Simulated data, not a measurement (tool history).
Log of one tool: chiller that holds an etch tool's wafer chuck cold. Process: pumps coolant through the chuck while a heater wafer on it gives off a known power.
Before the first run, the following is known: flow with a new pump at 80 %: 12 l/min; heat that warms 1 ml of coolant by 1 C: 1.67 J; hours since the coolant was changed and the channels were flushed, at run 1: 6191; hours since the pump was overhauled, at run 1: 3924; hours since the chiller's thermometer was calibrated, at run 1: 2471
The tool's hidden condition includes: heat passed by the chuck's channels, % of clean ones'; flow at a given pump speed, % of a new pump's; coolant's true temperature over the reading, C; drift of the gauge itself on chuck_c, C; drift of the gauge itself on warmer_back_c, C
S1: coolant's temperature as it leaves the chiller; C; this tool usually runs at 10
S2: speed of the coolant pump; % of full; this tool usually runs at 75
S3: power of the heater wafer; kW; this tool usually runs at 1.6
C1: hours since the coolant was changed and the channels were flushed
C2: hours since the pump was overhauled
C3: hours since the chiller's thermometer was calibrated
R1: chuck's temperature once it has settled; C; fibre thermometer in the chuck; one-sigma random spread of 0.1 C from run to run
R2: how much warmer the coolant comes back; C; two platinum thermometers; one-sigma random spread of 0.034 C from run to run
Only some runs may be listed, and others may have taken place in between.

run,hour,S1,S2,S3,C1,C2,C3,R1,R2
1,0,10,75,1.6,6191,3924,2471,26.2,5.51
2,105,19,75,1.6,6296,4029,2576,35.2,5.52
3,226.6,10,75,1.361,6418,4150,2698,23.7,4.72
4,372.9,18,75,1.6,6564,4297,2844,34.2,5.57
5,527,18,75,1.6,6718,4451,2998,34.3,5.51
6,666.7,0,75,1.6,6858,4590,3138,16.3,5.64
# hour 684.5: coolant pump overhauled
7,789.8,0,75,1.6,6976,105,3256,16.6,5.65
8,934.9,10,69,2.163,7121,250,3401,33.9,8.34
9,1024.1,10,69,2.163,7210,340,3490,34.1,8.37
# hour 1103.9: coolant pump overhauled, once more
10,1186,6,80,1.252,7367,82,3647,17.7,3.73
11,1289.7,14,80,1.024,7471,186,3751,23.5,3.07
12,1359.2,14,80,0.94,7540,255,3820,22.9,2.82
# hour 1371.6: chiller's thermometer calibrated
13,1433.5,14,80,0.94,7613,329,62,22.9,2.82

Hidden state at the last listed run before each entry between runs and at the first one after, where it differs:
Logged between run 6 and run 7: coolant pump overhauled (hour 684.5)
  heat passed by the chuck's channels, % of clean ones': 87.5 -> 87.3; flow at a given pump speed, % of a new pump's: 92.4 -> 91.4; coolant's true temperature over the reading, C: -0.35 -> -0.37
  measured result minus the result with no hidden state, R1: +2.1 -> +2.3 C; R2: +0.43 -> +0.49 C
Logged between run 9 and run 10: coolant pump overhauled, once more (hour 1103.9)
  heat passed by the chuck's channels, % of clean ones': 86.9 -> 86.6; flow at a given pump speed, % of a new pump's: 91 -> 100.2; coolant's true temperature over the reading, C: -0.39 -> -0.41
  measured result minus the result with no hidden state, R1: +3.5 -> +0.9 C; R2: +0.76 -> -0.01 C
Logged between run 12 and run 13: chiller's thermometer calibrated (hour 1371.6)
  heat passed by the chuck's channels, % of clean ones': 86.3 -> 86.1; flow at a given pump speed, % of a new pump's: 100 -> 99.8; coolant's true temperature over the reading, C: -0.43 -> 0
  measured result minus the result with no hidden state, R1: +0.6 -> +1 C; R2: +0 -> +0 C

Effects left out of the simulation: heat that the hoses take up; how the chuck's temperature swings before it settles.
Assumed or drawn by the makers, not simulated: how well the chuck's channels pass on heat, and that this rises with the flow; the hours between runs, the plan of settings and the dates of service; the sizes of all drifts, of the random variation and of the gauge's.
